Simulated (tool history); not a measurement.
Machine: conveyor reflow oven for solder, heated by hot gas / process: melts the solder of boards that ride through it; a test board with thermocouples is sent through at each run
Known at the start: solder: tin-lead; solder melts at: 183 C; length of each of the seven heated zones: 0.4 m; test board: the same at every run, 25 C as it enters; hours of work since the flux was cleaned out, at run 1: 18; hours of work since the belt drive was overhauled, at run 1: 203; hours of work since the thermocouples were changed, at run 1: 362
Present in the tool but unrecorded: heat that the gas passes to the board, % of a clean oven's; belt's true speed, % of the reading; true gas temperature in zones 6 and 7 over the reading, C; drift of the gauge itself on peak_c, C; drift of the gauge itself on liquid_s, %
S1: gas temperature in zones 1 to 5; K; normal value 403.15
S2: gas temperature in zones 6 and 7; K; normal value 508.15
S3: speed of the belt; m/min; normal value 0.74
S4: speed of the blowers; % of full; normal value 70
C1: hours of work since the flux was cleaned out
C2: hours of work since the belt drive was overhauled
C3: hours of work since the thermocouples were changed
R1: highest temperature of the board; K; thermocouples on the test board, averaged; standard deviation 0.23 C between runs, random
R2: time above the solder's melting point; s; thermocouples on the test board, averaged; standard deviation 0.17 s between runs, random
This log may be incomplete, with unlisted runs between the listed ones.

run	hour	S1	S2	S3	S4	C1	C2	C3	R1	R2
1	0	403.15	508.15	0.74	70	18	203	362	490.45	47
2	5.6	403.15	508.15	0.74	52	22	207	366	486.95	43.6
3	13.3	403.15	508.15	0.74	52	28	212	372	486.65	43.5
4	22.4	403.15	508.15	0.74	52	34	219	378	487.05	43.3
5	30	403.15	508.15	0.74	52	40	224	384	487.05	43.3
6	36.5	403.15	508.15	0.74	52	44	229	388	486.65	43.3
7	43.8	403.15	508.15	0.74	52	49	234	393	486.65	42.9
8	51.4	403.15	508.15	0.74	70	55	239	399	490.45	46.4
9	58.5	403.15	508.15	0.74	70	60	244	404	490.35	46.5
10	67.1	403.15	508.15	0.74	70	66	250	410	490.05	46.3
11	75.3	403.15	508.15	0.74	70	71	256	415	490.15	46.1
12	85.6	403.15	508.15	0.618	70	79	263	423	495.55	60.6
13	91	403.15	508.15	0.74	70	83	267	426	490.45	46.1
14	98.8	403.15	508.15	0.74	70	88	272	432	489.95	46
15	106.2	403.15	508.15	0.74	70	93	278	437	489.65	45.8
16	114.4	407.15	521.15	0.664	73	99	283	443	505.85	62.8
17	127.1	402.15	501.15	0.719	88	108	292	452	486.95	45.9
18	139.9	417.15	506.15	0.65	75	117	301	461	494.45	61.4
19	147.5	417.15	506.15	0.65	75	122	307	466	494.95	61.3
20	154.5	417.15	506.15	0.65	75	127	312	471	494.75	61.1
21	161.5	417.15	506.15	0.65	75	132	317	476	494.45	61.6
22	169.9	389.15	513.15	0.74	70	138	322	482	491.15	43.8
23	180.8	389.15	513.15	0.74	70	146	330	490	491.65	43.6
24	193.4	389.15	513.15	0.74	70	155	339	499	491.05	43.4
25	204.6	389.15	513.15	0.74	70	162	347	506	490.75	43.3
26	213.8	389.15	513.15	0.74	70	169	353	513	491.05	43.6
27	220.7	410.15	509.15	0.74	70	174	358	518	491.05	49.2
28	228.4	410.15	509.15	0.74	70	179	364	523	491.55	49

The same runs without the tool's hidden state, with the same run-to-run variation:
run	R1	R2
1	490.75	47
2	487.25	43.7
3	486.95	43.6
4	487.35	43.5
5	487.45	43.5
6	487.05	43.6
7	487.15	43.1
8	491.05	46.7
9	490.95	46.8
10	490.75	46.7
11	490.85	46.5
12	496.25	60.9
13	491.35	46.6
14	490.85	46.5
15	490.65	46.4
16	506.75	63.1
17	488.05	46.7
18	495.35	61.8
19	495.95	61.7
20	495.75	61.5
21	495.45	62.1
22	492.75	44.8
23	493.25	44.6
24	492.75	44.5
25	492.55	44.5
26	492.95	44.8
27	492.65	50.1
28	493.15	50
